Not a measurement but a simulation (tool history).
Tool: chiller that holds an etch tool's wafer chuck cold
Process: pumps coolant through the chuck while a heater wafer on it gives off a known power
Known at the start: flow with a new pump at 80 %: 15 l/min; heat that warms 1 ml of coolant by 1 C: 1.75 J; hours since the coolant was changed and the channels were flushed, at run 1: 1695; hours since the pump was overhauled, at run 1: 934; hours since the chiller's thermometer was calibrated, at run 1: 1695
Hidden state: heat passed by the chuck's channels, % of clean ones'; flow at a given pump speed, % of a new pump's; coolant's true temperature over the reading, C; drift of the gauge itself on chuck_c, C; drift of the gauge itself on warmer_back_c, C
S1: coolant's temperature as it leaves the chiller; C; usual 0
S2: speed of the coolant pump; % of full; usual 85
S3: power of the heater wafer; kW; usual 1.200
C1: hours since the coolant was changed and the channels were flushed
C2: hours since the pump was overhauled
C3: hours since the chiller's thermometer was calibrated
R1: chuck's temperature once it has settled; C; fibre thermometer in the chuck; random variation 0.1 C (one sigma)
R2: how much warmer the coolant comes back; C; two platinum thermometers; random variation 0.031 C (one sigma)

{"run": 1, "day": 0.0, "S1": 0, "S2": 85, "S3": 1.2, "C1": 1695, "C2": 934, "C3": 1695, "R1": 11.6, "R2": 2.59}
{"run": 2, "day": 4.917, "S1": 0, "S2": 85, "S3": 1.2, "C1": 1813, "C2": 1052, "C3": 1813, "R1": 11.6, "R2": 2.56}
{"run": 3, "day": 12.512, "S1": -8, "S2": 85, "S3": 1.2, "C1": 1995, "C2": 1234, "C3": 1995, "R1": 3.7, "R2": 2.62}
{"run": 4, "day": 17.788, "S1": -8, "S2": 85, "S3": 1.2, "C1": 2122, "C2": 1360, "C3": 2122, "R1": 3.6, "R2": 2.63}
{"run": 5, "day": 24.842, "S1": -8, "S2": 85, "S3": 1.068, "C1": 2291, "C2": 1530, "C3": 2291, "R1": 2.4, "R2": 2.33}
{"run": 6, "day": 28.808, "S1": 0, "S2": 63, "S3": 1.2, "C1": 2386, "C2": 1625, "C3": 2386, "R1": 14.4, "R2": 3.5}
{"run": 7, "day": 34.979, "S1": 0, "S2": 85, "S3": 1.2, "C1": 2534, "C2": 1773, "C3": 2534, "R1": 11.8, "R2": 2.69}
{"run": 8, "day": 39.758, "S1": 0, "S2": 85, "S3": 1.2, "C1": 2649, "C2": 1888, "C3": 2649, "R1": 11.8, "R2": 2.71}
{"run": 9, "day": 44.075, "S1": 0, "S2": 85, "S3": 1.2, "C1": 2753, "C2": 1991, "C3": 2753, "R1": 11.5, "R2": 2.71}
{"run": 10, "day": 52.138, "S1": 0, "S2": 85, "S3": 1.2, "C1": 2946, "C2": 2185, "C3": 2946, "R1": 11.6, "R2": 2.66}
{"run": 11, "day": 59.171, "S1": 0, "S2": 97, "S3": 1.2, "C1": 3115, "C2": 2354, "C3": 3115, "R1": 10.5, "R2": 2.46}
{"run": 12, "day": 63.7, "S1": 0, "S2": 97, "S3": 1.2, "C1": 3224, "C2": 2462, "C3": 3224, "R1": 10.6, "R2": 2.44}
{"run": 13, "day": 69.025, "S1": 0, "S2": 61, "S3": 1.2, "C1": 3351, "C2": 2590, "C3": 3351, "R1": 14.7, "R2": 3.82}
{"run": 14, "day": 76.521, "S1": 0, "S2": 61, "S3": 1.2, "C1": 3531, "C2": 2770, "C3": 3531, "R1": 14.8, "R2": 3.8}
{"run": 15, "day": 82.262, "S1": 0, "S2": 61, "S3": 1.2, "C1": 3669, "C2": 2908, "C3": 3669, "R1": 14.7, "R2": 3.79}
{"run": 16, "day": 90.221, "S1": 0, "S2": 64, "S3": 1.2, "C1": 3860, "C2": 3099, "C3": 3860, "R1": 14.3, "R2": 3.69}
{"day": 93.954, "done": "coolant changed, channels flushed"}
{"run": 17, "day": 94.721, "S1": -1, "S2": 66, "S3": 0.612, "C1": 18, "C2": 3201, "C3": 3962, "R1": 6.2, "R2": 1.94}
{"day": 95.467, "done": "chiller's thermometer calibrated"}
{"run": 18, "day": 101.367, "S1": -1, "S2": 69, "S3": 0.669, "C1": 177, "C2": 3359, "C3": 142, "R1": 6.7, "R2": 2.04}
{"run": 19, "day": 104.958, "S1": 5, "S2": 69, "S3": 1.2, "C1": 263, "C2": 3446, "C3": 228, "R1": 18.5, "R2": 3.44}
{"run": 20, "day": 109.517, "S1": 5, "S2": 69, "S3": 1.2, "C1": 373, "C2": 3555, "C3": 337, "R1": 18.4, "R2": 3.47}
{"run": 21, "day": 113.575, "S1": 5, "S2": 61, "S3": 0.907, "C1": 470, "C2": 3652, "C3": 435, "R1": 16.1, "R2": 2.98}
{"run": 22, "day": 121.396, "S1": 4, "S2": 61, "S3": 1.429, "C1": 658, "C2": 3840, "C3": 622, "R1": 21.6, "R2": 4.63}
{"run": 23, "day": 125.438, "S1": 4, "S2": 61, "S3": 1.429, "C1": 755, "C2": 3937, "C3": 719, "R1": 21.5, "R2": 4.61}
{"run": 24, "day": 129.921, "S1": 1, "S2": 61, "S3": 1.429, "C1": 862, "C2": 4045, "C3": 827, "R1": 18.4, "R2": 4.67}
{"run": 25, "day": 135.275, "S1": 0, "S2": 66, "S3": 1.446, "C1": 991, "C2": 4173, "C3": 955, "R1": 16.8, "R2": 4.35}

3 ways to go on from here, each from the tool as it stands after run 25. What would each give?
{"run": "A", "day": 139.883, "S1": 6, "S2": 89, "S3": 1.446, "C1": 1101, "C2": 4284, "C3": 1066, "R1": "?", "R2": "?"}
{"run": "B", "day": 139.883, "S1": -2, "S2": 85, "S3": 1.575, "C1": 1101, "C2": 4284, "C3": 1066, "R1": "?", "R2": "?"}
{"run": "C", "day": 139.883, "S1": 9, "S2": 67, "S3": 1.036, "C1": 1101, "C2": 4284, "C3": 1066, "R1": "?", "R2": "?"}

run=A R1=19.7 R2=3.40
run=B R1=13.2 R2=3.73
run=C R1=21.1 R2=3.21
Without the tool's hidden state the same runs would have given:
run=A R1=19.7 R2=3.03
run=B R1=13.2 R2=3.36
run=C R1=21.0 R2=2.84
